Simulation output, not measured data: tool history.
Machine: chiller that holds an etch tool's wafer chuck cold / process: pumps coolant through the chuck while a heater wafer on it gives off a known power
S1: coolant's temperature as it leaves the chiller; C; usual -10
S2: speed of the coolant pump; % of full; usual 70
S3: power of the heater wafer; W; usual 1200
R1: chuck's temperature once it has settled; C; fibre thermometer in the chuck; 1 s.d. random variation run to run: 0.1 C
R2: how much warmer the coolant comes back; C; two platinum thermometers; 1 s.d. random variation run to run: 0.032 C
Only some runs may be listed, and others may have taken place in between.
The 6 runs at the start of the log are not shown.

{"run": 7, "hour": 229.8, "S1": -10, "S2": 70, "S3": 1589, "R1": 8.7, "R2": 4.68}
{"run": 8, "hour": 265.1, "S1": -13, "S2": 70, "S3": 1200, "R1": 1.1, "R2": 3.56}
{"run": 9, "hour": 291.2, "S1": -10, "S2": 70, "S3": 1200, "R1": 4.0, "R2": 3.55}
{"run": 10, "hour": 339.6, "S1": -10, "S2": 70, "S3": 1200, "R1": 4.2, "R2": 3.54}
{"run": 11, "hour": 377.1, "S1": -10, "S2": 70, "S3": 1200, "R1": 4.2, "R2": 3.53}
{"run": 12, "hour": 405.1, "S1": -10, "S2": 70, "S3": 1200, "R1": 4.2, "R2": 3.58}
{"run": 13, "hour": 427.6, "S1": -10, "S2": 63, "S3": 1200, "R1": 5.8, "R2": 4.01}
{"run": 14, "hour": 454.5, "S1": -19, "S2": 63, "S3": 1200, "R1": -3.3, "R2": 4.06}
{"run": 15, "hour": 485.4, "S1": -10, "S2": 70, "S3": 1200, "R1": 4.3, "R2": 3.56}
{"run": 16, "hour": 533.8, "S1": -10, "S2": 70, "S3": 1200, "R1": 4.3, "R2": 3.58}
{"run": 17, "hour": 574.4, "S1": -10, "S2": 70, "S3": 1200, "R1": 4.5, "R2": 3.52}
{"run": 18, "hour": 596.4, "S1": -5, "S2": 67, "S3": 1654, "R1": 15.7, "R2": 5.19}
{"run": 19, "hour": 623.5, "S1": -10, "S2": 84, "S3": 1200, "R1": 2.3, "R2": 2.91}
{"run": 20, "hour": 667.9, "S1": -10, "S2": 84, "S3": 1200, "R1": 2.0, "R2": 2.93}
{"hour": 673.1, "done": "chiller's thermometer calibrated"}
{"run": 21, "hour": 693.7, "S1": -10, "S2": 84, "S3": 1200, "R1": 2.3, "R2": 2.93}
{"run": 22, "hour": 721.6, "S1": -4, "S2": 84, "S3": 1661, "R1": 12.9, "R2": 4.04}
{"run": 23, "hour": 764.6, "S1": -1, "S2": 92, "S3": 897, "R1": 7.6, "R2": 2.02}
{"run": 24, "hour": 801.1, "S1": -13, "S2": 87, "S3": 893, "R1": -4.1, "R2": 2.13}
{"run": 25, "hour": 831.8, "S1": -13, "S2": 87, "S3": 893, "R1": -4.2, "R2": 2.05}
{"run": 26, "hour": 855.3, "S1": -15, "S2": 62, "S3": 959, "R1": -2.1, "R2": 3.36}
{"hour": 879.7, "done": "chiller's thermometer calibrated, once more"}
{"run": 27, "hour": 900.4, "S1": -15, "S2": 87, "S3": 1258, "R1": -2.2, "R2": 2.94}
{"run": 28, "hour": 925.6, "S1": -15, "S2": 87, "S3": 1258, "R1": -2.3, "R2": 2.89}
{"run": 29, "hour": 956.2, "S1": -8, "S2": 87, "S3": 608, "R1": -1.7, "R2": 1.46}
{"run": 30, "hour": 1001.3, "S1": -8, "S2": 87, "S3": 608, "R1": -1.9, "R2": 1.42}
{"run": 31, "hour": 1031.2, "S1": -8, "S2": 87, "S3": 608, "R1": -1.9, "R2": 1.39}

What if the next run were any one of these 4? Each begins from the tool's condition after run 31:
{"run": "A", "hour": 1057.4, "S1": -4, "S2": 83, "S3": 1200, "R1": "?", "R2": "?"}
{"run": "B", "hour": 1057.4, "S1": -15, "S2": 96, "S3": 1144, "R1": "?", "R2": "?"}
{"run": "C", "hour": 1057.4, "S1": -17, "S2": 66, "S3": 608, "R1": "?", "R2": "?"}
{"run": "D", "hour": 1057.4, "S1": -2, "S2": 87, "S3": 661, "R1": "?", "R2": "?"}

run=A R1=8.8 R2=2.99
run=B R1=-4.4 R2=2.42
run=C R1=-9.1 R2=1.95
run=D R1=4.9 R2=1.58
Had the tool no hidden state, the same runs would have come out as:
run=A R1=6.7 R2=2.86
run=B R1=-6.1 R2=2.32
run=C R1=-10.4 R2=1.86
run=D R1=3.8 R2=1.51
